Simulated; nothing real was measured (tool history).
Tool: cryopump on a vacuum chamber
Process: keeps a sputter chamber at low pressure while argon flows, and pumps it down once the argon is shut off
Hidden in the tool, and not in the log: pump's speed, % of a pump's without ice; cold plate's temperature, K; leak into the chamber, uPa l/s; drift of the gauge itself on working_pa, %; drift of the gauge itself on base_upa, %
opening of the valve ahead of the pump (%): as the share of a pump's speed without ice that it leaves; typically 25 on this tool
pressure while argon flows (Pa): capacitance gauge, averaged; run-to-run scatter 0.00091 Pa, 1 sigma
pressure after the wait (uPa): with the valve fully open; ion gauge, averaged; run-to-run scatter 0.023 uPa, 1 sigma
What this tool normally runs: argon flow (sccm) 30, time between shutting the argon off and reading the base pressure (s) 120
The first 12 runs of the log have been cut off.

run,hour,argon flow (sccm),time between shutting the argon off and reading the base pressure (s),opening of the valve ahead of the pump (%),hours of work since the pump was warmed up and emptied,hours of work since the cold head was overhauled,hours of work since the chamber's fittings were tightened,pressure while argon flows (Pa),pressure after the wait (uPa)
13,300.7,30,120,25,441,441,312,0.1999,1.37
14,333.3,30,120,16,462,462,334,0.3059,1.41
15,355.5,30,112,25,477,477,348,0.2,1.42
16,387.4,30,112,25,498,498,369,0.2002,1.46
17,406.6,30,112,25,510,510,382,0.1991,1.45
18,429.7,30,120,25,526,526,397,0.2003,1.52
19,446.2,31,33,25,536,536,408,0.2077,2.75
20,479.4,14,33,28,558,558,429,0.0846,2.72
21,512.1,54,31,28,580,580,451,0.3289,2.88
22,532,16,110,25,593,593,464,0.1073,1.59
23,556,16,110,25,608,608,480,0.1088,1.6
24,584.5,18,120,38,627,627,498,0.083,1.65
25,603.2,18,120,38,639,639,510,0.0824,1.68
26,626.2,30,120,28,654,654,526,0.183,1.7
27,659.3,36,40,28,676,676,547,0.2215,2.6
28,686.2,29,40,20,694,694,565,0.2454,2.68
29,702,57,251,25,704,704,575,0.3887,1.55
30,734.2,57,251,25,725,725,596,0.392,1.61
31,757.7,14,25,26,741,741,612,0.0937,3.68
32,783.4,26,173,57,757,757,629,0.0863,1.77
33,805.3,22,48,36,772,772,643,0.1073,2.69
34,833.1,22,48,36,790,790,661,0.1089,2.7
# hour 851.8: pump warmed up, emptied and cooled again
35,868.3,50,120,25,11,810,681,0.3203,1.66

Consider 3 possible next runs. They are alternatives, not a sequence: every one starts from the tool as it was left by run 35. What does each give?
A,890.4,23,30,25,25,824,696,?,?
B,890.4,18,90,20,25,824,696,?,?
C,890.4,30,292,25,25,824,696,?,?

run,pressure while argon flows (Pa),pressure after the wait (uPa)
A,0.1472,3.04
B,0.1453,1.8
C,0.1936,1.37
Had the tool no hidden state, the same runs would have come out as:
run,pressure while argon flows (Pa),pressure after the wait (uPa)
A,0.1467,2.14
B,0.1448,0.89
C,0.1928,0.47
